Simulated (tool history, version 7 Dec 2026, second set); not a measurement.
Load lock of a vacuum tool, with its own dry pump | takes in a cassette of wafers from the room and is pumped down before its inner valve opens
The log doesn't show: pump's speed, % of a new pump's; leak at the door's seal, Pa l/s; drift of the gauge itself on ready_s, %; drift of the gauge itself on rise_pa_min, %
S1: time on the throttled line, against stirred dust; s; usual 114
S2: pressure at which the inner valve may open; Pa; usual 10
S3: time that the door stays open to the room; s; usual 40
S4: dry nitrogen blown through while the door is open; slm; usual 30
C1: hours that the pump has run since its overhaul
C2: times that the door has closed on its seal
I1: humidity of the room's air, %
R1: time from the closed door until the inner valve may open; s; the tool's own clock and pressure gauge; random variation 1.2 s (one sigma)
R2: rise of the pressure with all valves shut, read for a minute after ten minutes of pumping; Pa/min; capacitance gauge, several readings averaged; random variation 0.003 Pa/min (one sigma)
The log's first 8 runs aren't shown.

run 9 day=164.571 | S1=65 S2=10 S3=40 S4=30 | C1=5638 C2=7449 | I1=45.3 | R1=150 R2=0.005
run 10 day=176.896 | S1=65 S2=10 S3=40 S4=30 | C1=5934 C2=8691 | I1=43.8 | R1=152.3 R2=0.005
run 11 day=194.871 | S1=60 S2=10 S3=40 S4=30 | C1=6365 C2=10501 | I1=47.4 | R1=146.6 R2=0.007
run 12 day=214.517 | S1=60 S2=10 S3=40 S4=30 | C1=6837 C2=12480 | I1=42.6 | R1=146 R2=0.009
run 13 day=232.433 | S1=114 S2=11 S3=40 S4=30 | C1=7267 C2=14285 | I1=47.7 | R1=187.4 R2=0.013
run 14 day=248.258 | S1=114 S2=10 S3=52 S4=30 | C1=7647 C2=15879 | I1=43.4 | R1=190.7 R2=0.009
run 15 day=261.283 | S1=114 S2=10 S3=52 S4=30 | C1=7959 C2=17191 | I1=45.9 | R1=188.4 R2=0.011
run 16 day=281.125 | S1=114 S2=19 S3=40 S4=30 | C1=8436 C2=19190 | I1=45.9 | R1=183.5 R2=0.006
run 17 day=302.875 | S1=114 S2=10 S3=89 S4=30 | C1=8958 C2=21380 | I1=46 | R1=189.9 R2=0.014
run 18 day=327.05 | S1=114 S2=10 S3=224 S4=30 | C1=9538 C2=23815 | I1=47.2 | R1=188.8 R2=0.016
run 19 day=342.262 | S1=114 S2=10 S3=224 S4=30 | C1=9903 C2=25348 | I1=43.3 | R1=188.9 R2=0.016
run 20 day=357.142 | S1=114 S2=10 S3=224 S4=30 | C1=10260 C2=26847 | I1=48.6 | R1=188.9 R2=0.021
run 21 day=374.55 | S1=88 S2=10 S3=157 S4=24 | C1=10678 C2=28600 | I1=48.4 | R1=169.3 R2=0.014
run 22 day=397.671 | S1=114 S2=10 S3=65 S4=19 | C1=11233 C2=30929 | I1=47 | R1=187.7 R2=0.013
run 23 day=410.358 | S1=138 S2=10 S3=40 S4=7 | C1=11537 C2=32207 | I1=44.5 | R1=207.5 R2=0.01
run 24 day=433.35 | S1=204 S2=17 S3=157 S4=6 | C1=12089 C2=34523 | I1=40.3 | R1=254 R2=0.032
-- day=439.617 dry pump taken out, an overhauled one fitted
run 25 day=450.25 | S1=204 S2=17 S3=157 S4=6 | C1=255 C2=36200 | I1=41.6 | R1=256.5 R2=0.033
-- day=451.925 door's seal changed, seat wiped
run 26 day=475.379 | S1=204 S2=17 S3=157 S4=6 | C1=857 C2=2363 | I1=47.5 | R1=256.7 R2=0.035

Run 27 comes next. What will it give?
run 27 day=489.412 | S1=114 S2=10 S3=45 S4=16 | C1=1194 C2=3776 | I1=43.8 | R1=? R2=?

Run 27 gave R1 190.2 s, R2 0.008 Pa/min.
Without the tool's hidden state the same run would have given R1 190.2 s, R2 0.008 Pa/min.
